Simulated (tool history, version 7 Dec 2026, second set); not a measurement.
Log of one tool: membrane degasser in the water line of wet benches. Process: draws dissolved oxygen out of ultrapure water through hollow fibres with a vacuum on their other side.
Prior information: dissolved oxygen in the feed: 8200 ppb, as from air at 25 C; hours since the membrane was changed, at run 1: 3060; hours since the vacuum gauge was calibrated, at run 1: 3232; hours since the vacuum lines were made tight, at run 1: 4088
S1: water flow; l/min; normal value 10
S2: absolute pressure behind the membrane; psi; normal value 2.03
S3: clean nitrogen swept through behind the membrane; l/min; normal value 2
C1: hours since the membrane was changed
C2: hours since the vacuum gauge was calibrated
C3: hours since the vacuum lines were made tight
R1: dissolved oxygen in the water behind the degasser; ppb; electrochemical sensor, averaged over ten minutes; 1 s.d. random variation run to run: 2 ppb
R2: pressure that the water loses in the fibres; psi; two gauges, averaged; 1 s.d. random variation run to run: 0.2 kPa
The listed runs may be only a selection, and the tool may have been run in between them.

run,day,S1,S2,S3,C1,C2,C3,R1,R2
1,0,10,2.03,2,3060,3232,4088,206.1,6.299
# day 1.512: vacuum gauge calibrated
2,4.396,10,2.03,2,3165,69,4193,206.3,6.206
3,6.829,10,2.03,2,3224,128,4251,206.1,6.254
4,10.462,10,2.03,2,3311,215,4338,204.1,6.235
5,14.479,10,2.03,2,3407,311,4435,209.1,6.257
6,18.908,10,2.03,2,3514,418,4541,209.7,6.255
7,21.5,8,2.29,2,3576,480,4603,164.7,5.027
8,26.175,8,2.29,2,3688,592,4716,167.8,5.015
9,31.471,8,2.29,2,3815,719,4843,167.6,5.011
10,36.558,6,2.29,1.69,3937,841,4965,129,3.749
11,39.208,6,2.29,4.03,4001,905,5028,62.7,3.781
12,41.929,6,2.29,4.03,4066,970,5094,64.5,3.762

Measured less the same run without the tool's hidden state. The same run-to-run variation is in both; the gauge's scatter may not be:
The tool's hidden condition here consists of: membrane still open, %; true pressure behind the membrane over the reading, kPa; air that leaks in behind the membrane, l/min; drift of the gauge itself on oxygen_ppb, %; drift of the gauge itself on loss_of_pressure_kpa, %.
run,R1,R2
1,+9.8,+0.107
2,+9.2,+0.109
3,+9.4,+0.113
4,+9.6,+0.116
5,+10.1,+0.117
6,+10.4,+0.122
7,+8.5,+0.099
8,+8.9,+0.103
9,+9.2,+0.107
10,+7.8,+0.083
11,+4.7,+0.084
12,+4.8,+0.086
